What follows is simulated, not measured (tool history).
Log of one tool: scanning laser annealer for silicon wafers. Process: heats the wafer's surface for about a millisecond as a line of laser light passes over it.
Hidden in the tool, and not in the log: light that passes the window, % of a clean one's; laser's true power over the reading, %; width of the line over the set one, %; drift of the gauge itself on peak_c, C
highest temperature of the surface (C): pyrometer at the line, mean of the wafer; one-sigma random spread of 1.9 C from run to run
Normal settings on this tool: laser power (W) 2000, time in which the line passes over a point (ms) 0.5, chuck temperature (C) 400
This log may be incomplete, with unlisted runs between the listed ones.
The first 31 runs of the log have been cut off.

run,hour,laser power (W),time in which the line passes over a point (ms),chuck temperature (C),hours of work since the window was cleaned,hours of work since the power meter was calibrated,hours of work since the optics were aligned,highest temperature of the surface (C)
32,469.1,1720,0.376,439,78,621,1254,988
33,478.9,1720,0.376,439,83,625,1259,981
34,497.2,1720,0.376,439,91,634,1267,982
35,509.4,1733,0.415,400,97,639,1273,975
36,531.3,2196,0.416,367,107,650,1283,1108
37,545.5,1775,0.53,400,114,656,1290,1052
38,566.2,2166,0.459,380,124,666,1300,1146
39,578,2166,0.459,380,129,672,1305,1142

5 options for the next run, each taken on its own from the tool as it stands now. Forecast them:
A,591.4,2166,0.614,380,136,678,1311,?
B,591.4,2194,0.5,400,136,678,1311,?
C,591.4,2038,0.459,380,136,678,1311,?
D,591.4,2000,0.5,432,136,678,1311,?
E,591.4,1856,0.364,432,136,678,1311,?

run,highest temperature of the surface (C)
A,1246
B,1201
C,1090
D,1155
E,1014
Take away the tool's hidden state, keep each run's random variation, and the runs would have read:
run,highest temperature of the surface (C)
A,1271
B,1224
C,1111
D,1176
E,1031
